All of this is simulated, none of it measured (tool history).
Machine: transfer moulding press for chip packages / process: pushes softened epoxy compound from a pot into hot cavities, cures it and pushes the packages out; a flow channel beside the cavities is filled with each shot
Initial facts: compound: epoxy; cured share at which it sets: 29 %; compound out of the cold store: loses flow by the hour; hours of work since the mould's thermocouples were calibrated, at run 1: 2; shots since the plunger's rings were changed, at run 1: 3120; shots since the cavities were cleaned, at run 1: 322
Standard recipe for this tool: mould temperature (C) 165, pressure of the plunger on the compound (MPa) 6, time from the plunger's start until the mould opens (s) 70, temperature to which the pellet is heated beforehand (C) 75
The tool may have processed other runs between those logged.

run,hour,mould temperature (C),pressure of the plunger on the compound (MPa),time from the plunger's start until the mould opens (s),temperature to which the pellet is heated beforehand (C),hours of work since the mould's thermocouples were calibrated,shots since the plunger's rings were changed,shots since the cavities were cleaned,incoming compound's hours out of the cold store,length that the compound runs in the flow channel (mm),greatest force on the pins that push the packages out (N)
1,0,165,6,70,75,2,3120,322,11.8,864,665
# hour 19.4: cavities cleaned with cleaning compound and waxed
2,22,165,6,70,75,14,3393,35,29.7,782,932
3,47.3,165,6,70,75,29,3731,373,40.7,738,885
# hour 63.9: cavities cleaned with cleaning compound and waxed
4,68.3,164,6,70,75,40,3991,59,30.6,765,494
5,92.4,165,6,70,75,54,4312,380,34,756,690
# hour 108.2: cavities cleaned with cleaning compound and waxed
6,113.4,165,6,70,75,65,4572,70,44.3,708,467
# hour 134.5: cavities cleaned with cleaning compound and waxed, once more
7,136,165,6,70,75,78,4853,20,31.8,763,460
8,152,165,6.11,70,75,87,5066,233,26,779,635
9,163.4,172,6.11,70,75,94,5219,386,25.4,776,592
# hour 178.3: cavities cleaned with cleaning compound and waxed
10,188.8,165,6,109,75,108,5537,140,11.7,837,462
11,210.3,161,6.41,100,77,120,5823,426,22.8,814,604
# hour 219.3: plunger's sealing rings changed
# hour 225.2: cavities cleaned with cleaning compound and waxed
12,239.6,167,6,50,79,135,251,192,22.6,857,1166
13,251.8,160,6.13,50,79,142,413,354,22.5,863,2011

What does the tool deliver on the next run?
# hour 269.7: cavities cleaned with cleaning compound and waxed
14,277.3,165,6,95,65,156,734,102,35.2,?,?

Logged for run 14: length that the compound runs in the flow channel (mm) 796, greatest force on the pins that push the packages out (N) 426.
With no hidden state in the tool, this same run would have given length that the compound runs in the flow channel (mm) 805, greatest force on the pins that push the packages out (N) 345.

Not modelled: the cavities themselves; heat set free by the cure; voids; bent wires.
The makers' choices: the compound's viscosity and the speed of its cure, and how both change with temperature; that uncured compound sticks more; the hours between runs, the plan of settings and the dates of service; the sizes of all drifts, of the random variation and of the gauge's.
